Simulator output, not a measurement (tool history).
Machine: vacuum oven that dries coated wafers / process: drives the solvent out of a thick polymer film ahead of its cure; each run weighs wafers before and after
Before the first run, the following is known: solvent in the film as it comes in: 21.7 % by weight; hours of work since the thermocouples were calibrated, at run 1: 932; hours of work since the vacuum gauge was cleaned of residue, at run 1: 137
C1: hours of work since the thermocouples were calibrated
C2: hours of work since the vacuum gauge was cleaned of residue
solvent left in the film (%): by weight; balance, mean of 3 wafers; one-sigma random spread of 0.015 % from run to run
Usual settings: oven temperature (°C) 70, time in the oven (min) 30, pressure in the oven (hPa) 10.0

{"run": 1, "hour": 0.0, "oven temperature (°C)": 70, "time in the oven (min)": 30, "pressure in the oven (hPa)": 10.0, "C1": 932, "C2": 137, "solvent left in the film (%)": 1.32}
{"run": 2, "hour": 33.4, "oven temperature (°C)": 70, "time in the oven (min)": 30, "pressure in the oven (hPa)": 10.0, "C1": 950, "C2": 154, "solvent left in the film (%)": 1.3}
{"run": 3, "hour": 63.6, "oven temperature (°C)": 70, "time in the oven (min)": 30, "pressure in the oven (hPa)": 10.0, "C1": 965, "C2": 170, "solvent left in the film (%)": 1.31}
{"run": 4, "hour": 102.5, "oven temperature (°C)": 70, "time in the oven (min)": 30, "pressure in the oven (hPa)": 10.0, "C1": 985, "C2": 190, "solvent left in the film (%)": 1.31}
{"run": 5, "hour": 124.3, "oven temperature (°C)": 70, "time in the oven (min)": 30, "pressure in the oven (hPa)": 10.0, "C1": 996, "C2": 201, "solvent left in the film (%)": 1.31}
{"run": 6, "hour": 147.1, "oven temperature (°C)": 70, "time in the oven (min)": 30, "pressure in the oven (hPa)": 10.0, "C1": 1008, "C2": 213, "solvent left in the film (%)": 1.34}
{"hour": 160.2, "done": "oven's thermocouples calibrated"}
{"run": 7, "hour": 175.9, "oven temperature (°C)": 70, "time in the oven (min)": 30, "pressure in the oven (hPa)": 10.0, "C1": 8, "C2": 227, "solvent left in the film (%)": 1.3}
{"run": 8, "hour": 196.0, "oven temperature (°C)": 70, "time in the oven (min)": 30, "pressure in the oven (hPa)": 11.2, "C1": 18, "C2": 237, "solvent left in the film (%)": 1.35}
{"run": 9, "hour": 223.6, "oven temperature (°C)": 70, "time in the oven (min)": 30, "pressure in the oven (hPa)": 11.2, "C1": 33, "C2": 251, "solvent left in the film (%)": 1.34}
{"run": 10, "hour": 239.6, "oven temperature (°C)": 62, "time in the oven (min)": 30, "pressure in the oven (hPa)": 10.0, "C1": 41, "C2": 259, "solvent left in the film (%)": 4.33}
{"run": 11, "hour": 263.6, "oven temperature (°C)": 62, "time in the oven (min)": 30, "pressure in the oven (hPa)": 10.0, "C1": 53, "C2": 272, "solvent left in the film (%)": 4.29}
{"run": 12, "hour": 302.9, "oven temperature (°C)": 70, "time in the oven (min)": 30, "pressure in the oven (hPa)": 10.0, "C1": 74, "C2": 292, "solvent left in the film (%)": 1.3}
{"run": 13, "hour": 327.7, "oven temperature (°C)": 70, "time in the oven (min)": 20, "pressure in the oven (hPa)": 10.0, "C1": 86, "C2": 305, "solvent left in the film (%)": 2.91}
{"run": 14, "hour": 361.1, "oven temperature (°C)": 70, "time in the oven (min)": 42, "pressure in the oven (hPa)": 10.0, "C1": 104, "C2": 322, "solvent left in the film (%)": 0.59}
{"run": 15, "hour": 394.5, "oven temperature (°C)": 70, "time in the oven (min)": 42, "pressure in the oven (hPa)": 10.0, "C1": 121, "C2": 339, "solvent left in the film (%)": 0.64}
{"run": 16, "hour": 428.3, "oven temperature (°C)": 70, "time in the oven (min)": 42, "pressure in the oven (hPa)": 10.0, "C1": 138, "C2": 357, "solvent left in the film (%)": 0.66}
{"run": 17, "hour": 446.3, "oven temperature (°C)": 70, "time in the oven (min)": 42, "pressure in the oven (hPa)": 10.0, "C1": 148, "C2": 366, "solvent left in the film (%)": 0.61}
{"run": 18, "hour": 466.5, "oven temperature (°C)": 70, "time in the oven (min)": 30, "pressure in the oven (hPa)": 10.0, "C1": 158, "C2": 376, "solvent left in the film (%)": 1.35}
{"run": 19, "hour": 494.2, "oven temperature (°C)": 80, "time in the oven (min)": 30, "pressure in the oven (hPa)": 10.0, "C1": 172, "C2": 391, "solvent left in the film (%)": 0.24}
{"run": 20, "hour": 516.0, "oven temperature (°C)": 80, "time in the oven (min)": 30, "pressure in the oven (hPa)": 10.0, "C1": 183, "C2": 402, "solvent left in the film (%)": 0.24}
{"run": 21, "hour": 535.1, "oven temperature (°C)": 70, "time in the oven (min)": 30, "pressure in the oven (hPa)": 10.0, "C1": 193, "C2": 412, "solvent left in the film (%)": 1.29}
{"run": 22, "hour": 567.8, "oven temperature (°C)": 70, "time in the oven (min)": 30, "pressure in the oven (hPa)": 10.0, "C1": 210, "C2": 429, "solvent left in the film (%)": 1.32}
{"run": 23, "hour": 589.4, "oven temperature (°C)": 70, "time in the oven (min)": 30, "pressure in the oven (hPa)": 8.0, "C1": 221, "C2": 440, "solvent left in the film (%)": 1.27}
{"run": 24, "hour": 628.0, "oven temperature (°C)": 70, "time in the oven (min)": 30, "pressure in the oven (hPa)": 8.0, "C1": 241, "C2": 460, "solvent left in the film (%)": 1.29}
{"run": 25, "hour": 652.0, "oven temperature (°C)": 70, "time in the oven (min)": 30, "pressure in the oven (hPa)": 6.2, "C1": 254, "C2": 472, "solvent left in the film (%)": 1.22}
{"run": 26, "hour": 683.2, "oven temperature (°C)": 65, "time in the oven (min)": 17, "pressure in the oven (hPa)": 10.0, "C1": 270, "C2": 488, "solvent left in the film (%)": 6.21}
{"run": 27, "hour": 705.3, "oven temperature (°C)": 61, "time in the oven (min)": 15, "pressure in the oven (hPa)": 19.2, "C1": 281, "C2": 500, "solvent left in the film (%)": 9.4}
{"run": 28, "hour": 721.9, "oven temperature (°C)": 82, "time in the oven (min)": 18, "pressure in the oven (hPa)": 30.5, "C1": 290, "C2": 508, "solvent left in the film (%)": 0.82}
{"run": 29, "hour": 761.4, "oven temperature (°C)": 82, "time in the oven (min)": 18, "pressure in the oven (hPa)": 30.5, "C1": 310, "C2": 528, "solvent left in the film (%)": 0.81}
{"run": 30, "hour": 797.8, "oven temperature (°C)": 82, "time in the oven (min)": 18, "pressure in the oven (hPa)": 30.5, "C1": 329, "C2": 547, "solvent left in the film (%)": 0.81}
{"run": 31, "hour": 829.7, "oven temperature (°C)": 82, "time in the oven (min)": 18, "pressure in the oven (hPa)": 30.5, "C1": 345, "C2": 564, "solvent left in the film (%)": 0.79}
{"run": 32, "hour": 862.5, "oven temperature (°C)": 80, "time in the oven (min)": 30, "pressure in the oven (hPa)": 6.2, "C1": 362, "C2": 581, "solvent left in the film (%)": 0.17}
{"run": 33, "hour": 893.8, "oven temperature (°C)": 80, "time in the oven (min)": 30, "pressure in the oven (hPa)": 6.2, "C1": 378, "C2": 597, "solvent left in the film (%)": 0.17}
{"run": 34, "hour": 928.4, "oven temperature (°C)": 80, "time in the oven (min)": 21, "pressure in the oven (hPa)": 6.0, "C1": 396, "C2": 615, "solvent left in the film (%)": 0.4}
{"run": 35, "hour": 961.5, "oven temperature (°C)": 70, "time in the oven (min)": 30, "pressure in the oven (hPa)": 8.8, "C1": 413, "C2": 632, "solvent left in the film (%)": 1.27}
{"run": 36, "hour": 997.4, "oven temperature (°C)": 62, "time in the oven (min)": 30, "pressure in the oven (hPa)": 10.0, "C1": 432, "C2": 650, "solvent left in the film (%)": 4.28}
{"run": 37, "hour": 1029.9, "oven temperature (°C)": 62, "time in the oven (min)": 18, "pressure in the oven (hPa)": 35.3, "C1": 448, "C2": 667, "solvent left in the film (%)": 8.15}
{"run": 38, "hour": 1054.8, "oven temperature (°C)": 62, "time in the oven (min)": 44, "pressure in the oven (hPa)": 11.9, "C1": 461, "C2": 680, "solvent left in the film (%)": 2.43}
{"run": 39, "hour": 1089.8, "oven temperature (°C)": 82, "time in the oven (min)": 22, "pressure in the oven (hPa)": 6.0, "C1": 479, "C2": 698, "solvent left in the film (%)": 0.21}
{"run": 40, "hour": 1127.1, "oven temperature (°C)": 82, "time in the oven (min)": 22, "pressure in the oven (hPa)": 6.0, "C1": 498, "C2": 717, "solvent left in the film (%)": 0.22}
{"run": 41, "hour": 1152.4, "oven temperature (°C)": 71, "time in the oven (min)": 34, "pressure in the oven (hPa)": 21.6, "C1": 511, "C2": 730, "solvent left in the film (%)": 1.13}
{"run": 42, "hour": 1173.7, "oven temperature (°C)": 73, "time in the oven (min)": 34, "pressure in the oven (hPa)": 18.3, "C1": 522, "C2": 741, "solvent left in the film (%)": 0.77}
{"run": 43, "hour": 1191.9, "oven temperature (°C)": 67, "time in the oven (min)": 21, "pressure in the oven (hPa)": 14.4, "C1": 532, "C2": 750, "solvent left in the film (%)": 4.06}
{"run": 44, "hour": 1214.3, "oven temperature (°C)": 75, "time in the oven (min)": 30, "pressure in the oven (hPa)": 10.0, "C1": 543, "C2": 762, "solvent left in the film (%)": 0.51}
{"run": 45, "hour": 1239.4, "oven temperature (°C)": 64, "time in the oven (min)": 36, "pressure in the oven (hPa)": 36.0, "C1": 556, "C2": 775, "solvent left in the film (%)": 3.38}
{"run": 46, "hour": 1274.2, "oven temperature (°C)": 64, "time in the oven (min)": 36, "pressure in the oven (hPa)": 36.0, "C1": 574, "C2": 793, "solvent left in the film (%)": 3.38}
{"run": 47, "hour": 1292.3, "oven temperature (°C)": 65, "time in the oven (min)": 51, "pressure in the oven (hPa)": 13.3, "C1": 584, "C2": 802, "solvent left in the film (%)": 1.16}
{"run": 48, "hour": 1326.1, "oven temperature (°C)": 84, "time in the oven (min)": 31, "pressure in the oven (hPa)": 13.3, "C1": 601, "C2": 820, "solvent left in the film (%)": 0.23}

Alternative continuations, all from the tool just after run 48; predict every row:
{"run": "A", "hour": 1365.0, "oven temperature (°C)": 70, "time in the oven (min)": 26, "pressure in the oven (hPa)": 25.6, "C1": 621, "C2": 840, "solvent left in the film (%)": "?"}
{"run": "B", "hour": 1365.0, "oven temperature (°C)": 82, "time in the oven (min)": 26, "pressure in the oven (hPa)": 5.1, "C1": 621, "C2": 840, "solvent left in the film (%)": "?"}
{"run": "C", "hour": 1365.0, "oven temperature (°C)": 56, "time in the oven (min)": 31, "pressure in the oven (hPa)": 5.4, "C1": 621, "C2": 840, "solvent left in the film (%)": "?"}

run=A solvent_left_in_the_film_(%)=2.21
run=B solvent_left_in_the_film_(%)=0.14
run=C solvent_left_in_the_film_(%)=7.13
Stripped of hidden state, with their random variation kept, the same runs would have yielded:
run=A solvent_left_in_the_film_(%)=2.21
run=B solvent_left_in_the_film_(%)=0.14
run=C solvent_left_in_the_film_(%)=7.13

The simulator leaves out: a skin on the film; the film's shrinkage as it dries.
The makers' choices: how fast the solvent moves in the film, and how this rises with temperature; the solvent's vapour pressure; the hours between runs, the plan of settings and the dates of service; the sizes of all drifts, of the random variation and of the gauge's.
